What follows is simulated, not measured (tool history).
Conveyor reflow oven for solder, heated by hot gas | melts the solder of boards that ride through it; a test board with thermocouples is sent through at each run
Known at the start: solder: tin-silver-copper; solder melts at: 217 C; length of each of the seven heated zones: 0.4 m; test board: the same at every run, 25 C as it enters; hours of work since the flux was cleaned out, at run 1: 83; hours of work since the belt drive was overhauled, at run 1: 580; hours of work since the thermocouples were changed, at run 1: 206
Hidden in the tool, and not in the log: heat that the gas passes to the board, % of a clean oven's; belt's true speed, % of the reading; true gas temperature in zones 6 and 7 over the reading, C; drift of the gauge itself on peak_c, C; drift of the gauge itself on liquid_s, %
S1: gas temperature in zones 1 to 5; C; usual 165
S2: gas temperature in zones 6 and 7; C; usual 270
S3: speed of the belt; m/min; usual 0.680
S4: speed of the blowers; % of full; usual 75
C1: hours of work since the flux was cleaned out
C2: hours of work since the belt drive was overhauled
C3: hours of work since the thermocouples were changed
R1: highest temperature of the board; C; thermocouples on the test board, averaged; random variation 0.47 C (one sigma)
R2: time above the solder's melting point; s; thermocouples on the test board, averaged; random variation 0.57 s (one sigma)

run,hour,S1,S2,S3,S4,C1,C2,C3,R1,R2
1,0.0,165,270,0.680,75,83,580,206,251.3,49.9
2,13.1,165,270,0.680,75,91,588,215,251.2,49.5
3,24.0,165,270,0.680,75,98,595,222,251.0,50.7
4,45.1,165,270,0.680,79,112,609,236,252.5,51.1
5,66.7,165,270,0.687,75,126,623,250,250.0,48.7
6,83.1,165,270,0.680,75,137,634,260,251.1,50.7
7,93.7,167,270,0.680,75,143,641,267,251.3,50.0
8,113.3,165,270,0.680,75,156,653,280,251.1,50.3
9,134.8,165,270,0.640,75,170,667,294,253.0,55.0
10,144.1,165,270,0.680,75,176,673,300,249.8,49.6
11,164.2,165,270,0.680,52,189,686,313,243.2,42.0
12,183.2,165,270,0.680,52,202,699,325,242.6,41.6
13,204.2,170,270,0.680,75,215,712,339,251.0,51.1
14,226.8,170,270,0.680,75,230,727,354,250.6,52.1
15,245.5,165,270,0.680,75,242,739,366,250.0,47.9
# hour 264.8: flux residue cleaned out of gas plates and filters
16,271.4,165,270,0.680,75,4,753,379,247.7,46.3
17,282.2,165,270,0.680,75,11,760,386,247.6,46.6
18,292.0,180,279,0.680,75,18,766,393,257.8,59.6
19,305.8,180,279,0.680,75,27,775,402,258.7,58.4
20,326.9,165,260,0.664,75,40,789,415,239.9,40.4
21,338.5,165,282,0.645,75,48,796,423,259.4,58.8
22,355.5,154,263,0.645,65,59,807,434,238.3,36.7
# hour 379.6: flux residue cleaned out of gas plates and filters, once more
23,382.0,154,263,0.645,65,2,821,448,243.1,43.6
24,404.0,165,270,0.564,58,16,835,462,253.3,63.4
25,414.5,175,270,0.592,69,23,842,469,255.9,66.2
26,434.8,175,270,0.568,65,36,855,482,256.6,68.7
27,452.2,165,267,0.797,68,47,867,493,240.3,33.5
28,465.5,165,267,0.797,68,56,875,502,240.4,34.1
29,485.8,165,270,0.762,62,69,889,515,242.6,37.4
30,504.6,165,270,0.762,62,81,901,527,242.8,36.0
31,520.8,159,283,0.793,78,92,911,538,255.2,44.1
32,536.3,174,280,0.676,57,102,921,548,255.3,55.4

3 ways to go on from here, each from the tool as it stands after run 32. What would each give?
A,548.5,174,259,0.573,72,110,929,556,?,?
B,548.5,174,284,0.676,71,110,929,556,?,?
C,548.5,150,260,0.680,75,110,929,556,?,?

run,R1,R2
A,245.8,61.6
B,264.3,60.9
C,239.3,36.2
Without the tool's hidden state the same runs would have given:
run,R1,R2
A,247.1,61.2
B,265.7,60.0
C,240.8,36.9
